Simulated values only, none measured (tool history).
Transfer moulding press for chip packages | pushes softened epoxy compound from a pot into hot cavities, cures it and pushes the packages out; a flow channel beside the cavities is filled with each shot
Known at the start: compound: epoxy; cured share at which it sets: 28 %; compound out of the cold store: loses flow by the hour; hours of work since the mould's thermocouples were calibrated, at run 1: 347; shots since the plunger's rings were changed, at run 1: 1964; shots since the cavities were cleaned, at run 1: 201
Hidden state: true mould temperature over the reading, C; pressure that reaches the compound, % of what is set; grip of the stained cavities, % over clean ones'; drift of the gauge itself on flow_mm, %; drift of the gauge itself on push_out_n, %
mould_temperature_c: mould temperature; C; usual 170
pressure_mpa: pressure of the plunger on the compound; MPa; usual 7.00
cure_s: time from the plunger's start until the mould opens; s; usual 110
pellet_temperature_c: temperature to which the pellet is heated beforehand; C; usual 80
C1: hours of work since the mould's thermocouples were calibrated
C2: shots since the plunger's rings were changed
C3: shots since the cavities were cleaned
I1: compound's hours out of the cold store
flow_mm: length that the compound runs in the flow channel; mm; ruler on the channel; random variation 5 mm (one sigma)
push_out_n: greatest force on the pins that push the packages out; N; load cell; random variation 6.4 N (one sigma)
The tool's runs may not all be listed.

run 1 hour=0.0 | mould_temperature_c=170 pressure_mpa=7.00 cure_s=110 pellet_temperature_c=80 | C1=347 C2=1964 C3=201 | I1=10.3 | flow_mm=720 push_out_n=319
run 2 hour=33.1 | mould_temperature_c=170 pressure_mpa=7.00 cure_s=110 pellet_temperature_c=80 | C1=361 C2=2199 C3=436 | I1=16.4 | flow_mm=690 push_out_n=339
run 3 hour=58.7 | mould_temperature_c=170 pressure_mpa=7.00 cure_s=110 pellet_temperature_c=84 | C1=372 C2=2379 C3=616 | I1=35.2 | flow_mm=605 push_out_n=362
-- hour=64.4 cavities cleaned with cleaning compound and waxed
run 4 hour=80.2 | mould_temperature_c=170 pressure_mpa=7.00 cure_s=139 pellet_temperature_c=80 | C1=381 C2=2521 C3=111 | I1=39.2 | flow_mm=594 push_out_n=240
run 5 hour=112.5 | mould_temperature_c=170 pressure_mpa=7.00 cure_s=139 pellet_temperature_c=80 | C1=394 C2=2750 C3=340 | I1=41.9 | flow_mm=581 push_out_n=288
run 6 hour=141.4 | mould_temperature_c=170 pressure_mpa=7.00 cure_s=139 pellet_temperature_c=80 | C1=407 C2=2955 C3=545 | I1=44.0 | flow_mm=566 push_out_n=286
-- hour=157.8 cavities cleaned with cleaning compound and waxed
run 7 hour=157.8 | mould_temperature_c=170 pressure_mpa=7.00 cure_s=139 pellet_temperature_c=80 | C1=413 C2=3060 C3=0 | I1=25.5 | flow_mm=649 push_out_n=217
run 8 hour=173.9 | mould_temperature_c=170 pressure_mpa=7.00 cure_s=139 pellet_temperature_c=80 | C1=420 C2=3175 C3=115 | I1=32.4 | flow_mm=619 push_out_n=252
-- hour=186.0 mould's thermocouples calibrated
run 9 hour=192.2 | mould_temperature_c=170 pressure_mpa=7.00 cure_s=139 pellet_temperature_c=80 | C1=3 C2=3291 C3=231 | I1=29.5 | flow_mm=633 push_out_n=268
run 10 hour=225.9 | mould_temperature_c=170 pressure_mpa=7.00 cure_s=110 pellet_temperature_c=72 | C1=17 C2=3529 C3=469 | I1=40.9 | flow_mm=578 push_out_n=337
-- hour=254.1 cavities cleaned with cleaning compound and waxed
run 11 hour=260.9 | mould_temperature_c=170 pressure_mpa=7.00 cure_s=110 pellet_temperature_c=72 | C1=31 C2=3766 C3=48 | I1=21.5 | flow_mm=661 push_out_n=297
run 12 hour=291.5 | mould_temperature_c=166 pressure_mpa=7.00 cure_s=110 pellet_temperature_c=80 | C1=44 C2=3983 C3=265 | I1=36.0 | flow_mm=604 push_out_n=384
run 13 hour=324.7 | mould_temperature_c=166 pressure_mpa=7.00 cure_s=110 pellet_temperature_c=80 | C1=58 C2=4219 C3=501 | I1=35.7 | flow_mm=615 push_out_n=424
run 14 hour=339.1 | mould_temperature_c=166 pressure_mpa=7.00 cure_s=110 pellet_temperature_c=80 | C1=64 C2=4321 C3=603 | I1=23.4 | flow_mm=662 push_out_n=465
-- hour=348.2 cavities cleaned with cleaning compound and waxed
run 15 hour=364.4 | mould_temperature_c=170 pressure_mpa=6.60 cure_s=110 pellet_temperature_c=80 | C1=74 C2=4490 C3=116 | I1=16.4 | flow_mm=661 push_out_n=308
-- hour=382.2 mould's thermocouples calibrated, once more
run 16 hour=392.1 | mould_temperature_c=170 pressure_mpa=6.60 cure_s=110 pellet_temperature_c=80 | C1=4 C2=4672 C3=298 | I1=37.9 | flow_mm=568 push_out_n=309
run 17 hour=423.4 | mould_temperature_c=170 pressure_mpa=7.00 cure_s=114 pellet_temperature_c=71 | C1=17 C2=4893 C3=519 | I1=17.1 | flow_mm=678 push_out_n=326
-- hour=442.9 cavities cleaned with cleaning compound and waxed
run 18 hour=459.5 | mould_temperature_c=170 pressure_mpa=7.00 cure_s=114 pellet_temperature_c=71 | C1=32 C2=5139 C3=118 | I1=30.2 | flow_mm=608 push_out_n=276
run 19 hour=489.7 | mould_temperature_c=169 pressure_mpa=6.50 cure_s=110 pellet_temperature_c=80 | C1=45 C2=5353 C3=332 | I1=31.1 | flow_mm=593 push_out_n=316
-- hour=509.8 plunger's sealing rings changed
run 20 hour=517.7 | mould_temperature_c=177 pressure_mpa=6.90 cure_s=135 pellet_temperature_c=83 | C1=56 C2=56 C3=512 | I1=11.7 | flow_mm=710 push_out_n=289
-- hour=538.4 cavities cleaned with cleaning compound and waxed
run 21 hour=538.4 | mould_temperature_c=177 pressure_mpa=6.90 cure_s=135 pellet_temperature_c=83 | C1=64 C2=192 C3=0 | I1=39.1 | flow_mm=591 push_out_n=212
run 22 hour=558.8 | mould_temperature_c=170 pressure_mpa=7.17 cure_s=110 pellet_temperature_c=83 | C1=72 C2=337 C3=145 | I1=14.2 | flow_mm=725 push_out_n=299
run 23 hour=587.9 | mould_temperature_c=177 pressure_mpa=8.46 cure_s=96 pellet_temperature_c=89 | C1=85 C2=543 C3=351 | I1=8.8 | flow_mm=799 push_out_n=292
run 24 hour=612.8 | mould_temperature_c=174 pressure_mpa=7.00 cure_s=110 pellet_temperature_c=80 | C1=95 C2=719 C3=527 | I1=9.9 | flow_mm=722 push_out_n=314
run 25 hour=627.3 | mould_temperature_c=169 pressure_mpa=7.00 cure_s=138 pellet_temperature_c=80 | C1=101 C2=823 C3=631 | I1=21.2 | flow_mm=685 push_out_n=299
-- hour=631.6 cavities cleaned with cleaning compound and waxed
run 26 hour=659.8 | mould_temperature_c=169 pressure_mpa=7.00 cure_s=141 pellet_temperature_c=78 | C1=114 C2=1042 C3=200 | I1=32.1 | flow_mm=621 push_out_n=257
run 27 hour=688.2 | mould_temperature_c=170 pressure_mpa=8.27 cure_s=136 pellet_temperature_c=75 | C1=126 C2=1243 C3=401 | I1=24.5 | flow_mm=730 push_out_n=298
run 28 hour=709.2 | mould_temperature_c=170 pressure_mpa=8.27 cure_s=136 pellet_temperature_c=75 | C1=135 C2=1392 C3=550 | I1=20.1 | flow_mm=740 push_out_n=310

3 ways to go on from here, each from the tool as it stands after run 28. What would each give?
-- hour=725.7 cavities cleaned with cleaning compound and waxed
run A hour=727.7 | mould_temperature_c=177 pressure_mpa=5.76 cure_s=136 pellet_temperature_c=75 | C1=142 C2=1513 C3=14 | I1=33.9 | flow_mm=? push_out_n=?
-- hour=725.7 cavities cleaned with cleaning compound and waxed
run B hour=727.7 | mould_temperature_c=169 pressure_mpa=8.27 cure_s=136 pellet_temperature_c=76 | C1=142 C2=1513 C3=14 | I1=36.8 | flow_mm=? push_out_n=?
-- hour=725.7 cavities cleaned with cleaning compound and waxed
run C hour=727.7 | mould_temperature_c=170 pressure_mpa=6.51 cure_s=110 pellet_temperature_c=80 | C1=142 C2=1513 C3=14 | I1=45.7 | flow_mm=? push_out_n=?

run=A flow_mm=554 push_out_n=233
run=B flow_mm=664 push_out_n=235
run=C flow_mm=544 push_out_n=268
Without the tool's hidden state the same runs would have given:
run=A flow_mm=560 push_out_n=223
run=B flow_mm=671 push_out_n=224
run=C flow_mm=550 push_out_n=253
